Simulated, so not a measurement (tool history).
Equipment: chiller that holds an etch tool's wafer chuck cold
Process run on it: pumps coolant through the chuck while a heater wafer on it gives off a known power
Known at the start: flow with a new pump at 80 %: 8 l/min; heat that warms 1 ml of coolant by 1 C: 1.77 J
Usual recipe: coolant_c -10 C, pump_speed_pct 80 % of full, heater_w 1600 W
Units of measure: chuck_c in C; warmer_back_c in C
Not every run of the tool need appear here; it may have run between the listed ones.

run,hour,coolant_c,pump_speed_pct,heater_w,chuck_c,warmer_back_c
1,0,-10,80,1600,4.7,7.5
2,61.1,-10,80,1600,4.8,7.6
3,134.8,-10,80,1600,4.8,7.6
4,226.2,-10,80,1600,5,7.55
5,306.6,-10,80,1600,5.1,7.58
6,367.1,-10,80,1600,5.1,7.65
# hour 445.1: chiller's thermometer calibrated
7,446.3,-10,80,1600,5.2,7.65
8,563.1,-10,80,1600,5.4,7.66
9,630,-7,61,955,4,6.08
10,689.4,-13,80,1865,5,8.94
11,795.3,-10,74,1600,6.4,8.37
12,880.7,-10,74,1600,6.3,8.38

What will run 13 give?
13,935.6,-19,65,1914,?,?

{"run 13": {"chuck_c": 2.4, "warmer_back_c": 11.45}}
With no hidden state in the tool, this same run would have given chuck_c 0 C, warmer_back_c 10.01 C.
